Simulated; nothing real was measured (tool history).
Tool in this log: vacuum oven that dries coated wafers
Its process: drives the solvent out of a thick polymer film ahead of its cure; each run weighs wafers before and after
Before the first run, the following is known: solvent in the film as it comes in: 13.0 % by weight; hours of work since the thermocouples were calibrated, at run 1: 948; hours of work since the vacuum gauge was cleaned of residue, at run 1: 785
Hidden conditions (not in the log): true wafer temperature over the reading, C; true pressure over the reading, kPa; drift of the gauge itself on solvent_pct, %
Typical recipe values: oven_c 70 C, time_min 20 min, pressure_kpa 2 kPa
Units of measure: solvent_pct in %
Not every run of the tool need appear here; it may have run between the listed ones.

run     day  oven_c  time_min  pressure_kpa  hours of work since the thermocouples were calibrated  hours of work since the vacuum gauge was cleaned of residue  solvent_pct
  1       0      70        20             2                                                    948                                                          785         1.68
  2   0.788      70        20             2                                                    961                                                          798         1.66
  3   2.258      70        20             2                                                    985                                                          823         1.69
  4   3.179      70        14             2                                                   1001                                                          838         2.73
  5   4.567      70        14             2                                                   1024                                                          861         2.79
  6   5.817      70        14             2                                                   1044                                                          882         2.79
  7   7.158      70        14             2                                                   1066                                                          904         2.75
  8   8.583      70        14             2                                                   1090                                                          928         2.73
  9   9.892      81        14             2                                                   1112                                                          949         0.64
 10  11.317      81        14             2                                                   1135                                                          973         0.66
 11  12.538      81        14             2                                                   1155                                                          993         0.49
 12  13.821      81        14             2                                                   1177                                                         1014         0.59
 13  14.871      84        20          5.17                                                   1194                                                         1032         0.55
 14  15.504      70        17          1.52                                                   1205                                                         1042         2.09
 15  16.671      70        17          1.52                                                   1224                                                         1061         2.08
 16  17.496      70        17          1.52                                                   1237                                                         1075            2
 17  18.508      63        18          1.74                                                   1254                                                         1092         3.81
 18  19.621      68        34           1.1                                                   1273                                                         1110          0.7
 19  20.246      68        18          5.54                                                   1283                                                         1121         2.88
 20  20.925      68        18          5.54                                                   1294                                                         1132          2.9

3 options for the next run, each taken on its own from the tool as it stands now. Forecast them:
  A  21.825      59        23          6.25                                                   1309                                                         1147            ?
  B  21.825      73        23          1.44                                                   1309                                                         1147            ?
  C  21.825      70        11          3.02                                                   1309                                                         1147            ?

run  solvent_pct
  A         5.01
  B         0.71
  C         3.54
The same runs, with their run-to-run variation unchanged, on a tool lacking any hidden condition would have given:
run  solvent_pct
  A          5.6
  B         0.94
  C         4.08

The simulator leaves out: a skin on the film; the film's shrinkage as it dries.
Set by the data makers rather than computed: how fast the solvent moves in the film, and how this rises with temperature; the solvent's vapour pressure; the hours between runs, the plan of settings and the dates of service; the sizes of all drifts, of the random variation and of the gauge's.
